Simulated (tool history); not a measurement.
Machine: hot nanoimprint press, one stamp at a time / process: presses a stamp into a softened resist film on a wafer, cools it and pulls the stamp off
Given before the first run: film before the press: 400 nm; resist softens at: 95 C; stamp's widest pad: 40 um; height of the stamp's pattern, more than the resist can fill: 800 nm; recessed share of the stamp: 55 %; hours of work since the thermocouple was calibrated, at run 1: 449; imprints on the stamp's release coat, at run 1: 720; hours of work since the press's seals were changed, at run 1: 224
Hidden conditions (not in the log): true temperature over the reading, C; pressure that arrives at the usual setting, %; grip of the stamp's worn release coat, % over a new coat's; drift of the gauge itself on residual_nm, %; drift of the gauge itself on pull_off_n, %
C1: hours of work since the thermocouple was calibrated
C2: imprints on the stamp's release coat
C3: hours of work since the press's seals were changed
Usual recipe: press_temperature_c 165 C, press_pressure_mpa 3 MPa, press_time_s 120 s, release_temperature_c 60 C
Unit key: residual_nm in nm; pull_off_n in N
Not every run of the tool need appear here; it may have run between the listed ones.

run 1 hour=0 | press_temperature_c=165 press_pressure_mpa=3 press_time_s=120 release_temperature_c=60 | C1=449 C2=720 C3=224 | residual_nm=228.9 pull_off_n=122
-- hour=18.6 plate thermocouple calibrated
run 2 hour=26.5 | press_temperature_c=165 press_pressure_mpa=3 press_time_s=120 release_temperature_c=60 | C1=6 C2=829 C3=241 | residual_nm=227.8 pull_off_n=122
run 3 hour=66.5 | press_temperature_c=165 press_pressure_mpa=3 press_time_s=120 release_temperature_c=65 | C1=35 C2=1013 C3=270 | residual_nm=228.2 pull_off_n=106
run 4 hour=107.8 | press_temperature_c=165 press_pressure_mpa=3 press_time_s=120 release_temperature_c=65 | C1=65 C2=1203 C3=300 | residual_nm=229 pull_off_n=112
run 5 hour=141.2 | press_temperature_c=165 press_pressure_mpa=3 press_time_s=150 release_temperature_c=65 | C1=89 C2=1357 C3=324 | residual_nm=209.1 pull_off_n=105
run 6 hour=164.6 | press_temperature_c=165 press_pressure_mpa=3 press_time_s=150 release_temperature_c=65 | C1=106 C2=1465 C3=341 | residual_nm=211.4 pull_off_n=112
run 7 hour=190.8 | press_temperature_c=165 press_pressure_mpa=3 press_time_s=120 release_temperature_c=60 | C1=126 C2=1585 C3=360 | residual_nm=230.4 pull_off_n=122
run 8 hour=242.8 | press_temperature_c=165 press_pressure_mpa=3 press_time_s=120 release_temperature_c=60 | C1=163 C2=1825 C3=398 | residual_nm=229.7 pull_off_n=123
-- hour=281.7 stamp cleaned and given a new release coat
run 9 hour=290.9 | press_temperature_c=165 press_pressure_mpa=3 press_time_s=120 release_temperature_c=60 | C1=194 C2=42 C3=429 | residual_nm=228.2 pull_off_n=121
run 10 hour=317.6 | press_temperature_c=165 press_pressure_mpa=3 press_time_s=120 release_temperature_c=45 | C1=214 C2=165 C3=448 | residual_nm=226.3 pull_off_n=165
run 11 hour=346.9 | press_temperature_c=165 press_pressure_mpa=3 press_time_s=120 release_temperature_c=45 | C1=235 C2=300 C3=470 | residual_nm=226.4 pull_off_n=160
run 12 hour=380.4 | press_temperature_c=165 press_pressure_mpa=3 press_time_s=120 release_temperature_c=60 | C1=259 C2=454 C3=494 | residual_nm=229.2 pull_off_n=122
run 13 hour=417.2 | press_temperature_c=165 press_pressure_mpa=3 press_time_s=91 release_temperature_c=60 | C1=286 C2=624 C3=521 | residual_nm=248.3 pull_off_n=124
run 14 hour=442.7 | press_temperature_c=165 press_pressure_mpa=3 press_time_s=120 release_temperature_c=63 | C1=305 C2=741 C3=540 | residual_nm=229.4 pull_off_n=111
run 15 hour=484.1 | press_temperature_c=165 press_pressure_mpa=3 press_time_s=120 release_temperature_c=63 | C1=335 C2=932 C3=570 | residual_nm=225.5 pull_off_n=111
run 16 hour=513.5 | press_temperature_c=165 press_pressure_mpa=3 press_time_s=120 release_temperature_c=63 | C1=356 C2=1067 C3=591 | residual_nm=229.3 pull_off_n=117
-- hour=527 press's hydraulic seals changed and the load cell set to zero
run 17 hour=547.5 | press_temperature_c=155 press_pressure_mpa=3 press_time_s=80 release_temperature_c=63 | C1=375 C2=1187 C3=15 | residual_nm=315.7 pull_off_n=112
run 18 hour=603.5 | press_temperature_c=155 press_pressure_mpa=3 press_time_s=80 release_temperature_c=63 | C1=416 C2=1445 C3=56 | residual_nm=313.2 pull_off_n=116
run 19 hour=653.9 | press_temperature_c=156 press_pressure_mpa=3 press_time_s=163 release_temperature_c=60 | C1=453 C2=1677 C3=92 | residual_nm=261.1 pull_off_n=121
-- hour=666.3 plate thermocouple calibrated
run 20 hour=695.5 | press_temperature_c=171 press_pressure_mpa=4.27 press_time_s=186 release_temperature_c=45 | C1=21 C2=1855 C3=121 | residual_nm=141.5 pull_off_n=165
-- hour=728.4 stamp cleaned and given a new release coat
run 21 hour=738 | press_temperature_c=161 press_pressure_mpa=4.27 press_time_s=186 release_temperature_c=58 | C1=48 C2=44 C3=147 | residual_nm=187.7 pull_off_n=131
run 22 hour=775.6 | press_temperature_c=165 press_pressure_mpa=3 press_time_s=164 release_temperature_c=48 | C1=75 C2=218 C3=175 | residual_nm=205.5 pull_off_n=157
run 23 hour=814.5 | press_temperature_c=165 press_pressure_mpa=3 press_time_s=164 release_temperature_c=48 | C1=104 C2=397 C3=203 | residual_nm=206.3 pull_off_n=156
run 24 hour=859 | press_temperature_c=165 press_pressure_mpa=3 press_time_s=164 release_temperature_c=48 | C1=136 C2=602 C3=236 | residual_nm=206.1 pull_off_n=156
run 25 hour=882.7 | press_temperature_c=165 press_pressure_mpa=2.53 press_time_s=97 release_temperature_c=48 | C1=153 C2=711 C3=253 | residual_nm=257.9 pull_off_n=156
run 26 hour=924.9 | press_temperature_c=173 press_pressure_mpa=3 press_time_s=71 release_temperature_c=45 | C1=184 C2=905 C3=284 | residual_nm=223.8 pull_off_n=168
run 27 hour=977.8 | press_temperature_c=165 press_pressure_mpa=3 press_time_s=71 release_temperature_c=45 | C1=223 C2=1149 C3=322 | residual_nm=265.4 pull_off_n=156
run 28 hour=1002.9 | press_temperature_c=165 press_pressure_mpa=3 press_time_s=71 release_temperature_c=45 | C1=241 C2=1264 C3=340 | residual_nm=267.9 pull_off_n=154
run 29 hour=1035.5 | press_temperature_c=166 press_pressure_mpa=3.47 press_time_s=71 release_temperature_c=45 | C1=265 C2=1415 C3=364 | residual_nm=250.4 pull_off_n=159

What if the next run were any one of these 4? Each begins from the tool's condition after run 29:
run A hour=1090.5 | press_temperature_c=175 press_pressure_mpa=3 press_time_s=161 release_temperature_c=59 | C1=305 C2=1668 C3=404 | residual_nm=? pull_off_n=?
run B hour=1090.5 | press_temperature_c=158 press_pressure_mpa=3 press_time_s=64 release_temperature_c=58 | C1=305 C2=1668 C3=404 | residual_nm=? pull_off_n=?
run C hour=1090.5 | press_temperature_c=165 press_pressure_mpa=3 press_time_s=229 release_temperature_c=66 | C1=305 C2=1668 C3=404 | residual_nm=? pull_off_n=?
run D hour=1090.5 | press_temperature_c=165 press_pressure_mpa=3.58 press_time_s=120 release_temperature_c=46 | C1=305 C2=1668 C3=404 | residual_nm=? pull_off_n=?

run=A residual_nm=160.4 pull_off_n=126
run=B residual_nm=308.9 pull_off_n=126
run=C residual_nm=180.3 pull_off_n=107
run=D residual_nm=212.6 pull_off_n=157
With the hidden condition removed and each run's random variation left untouched, the same runs would have given:
run=A residual_nm=160.4 pull_off_n=125
run=B residual_nm=308.9 pull_off_n=125
run=C residual_nm=180.3 pull_off_n=106
run=D residual_nm=212.6 pull_off_n=156

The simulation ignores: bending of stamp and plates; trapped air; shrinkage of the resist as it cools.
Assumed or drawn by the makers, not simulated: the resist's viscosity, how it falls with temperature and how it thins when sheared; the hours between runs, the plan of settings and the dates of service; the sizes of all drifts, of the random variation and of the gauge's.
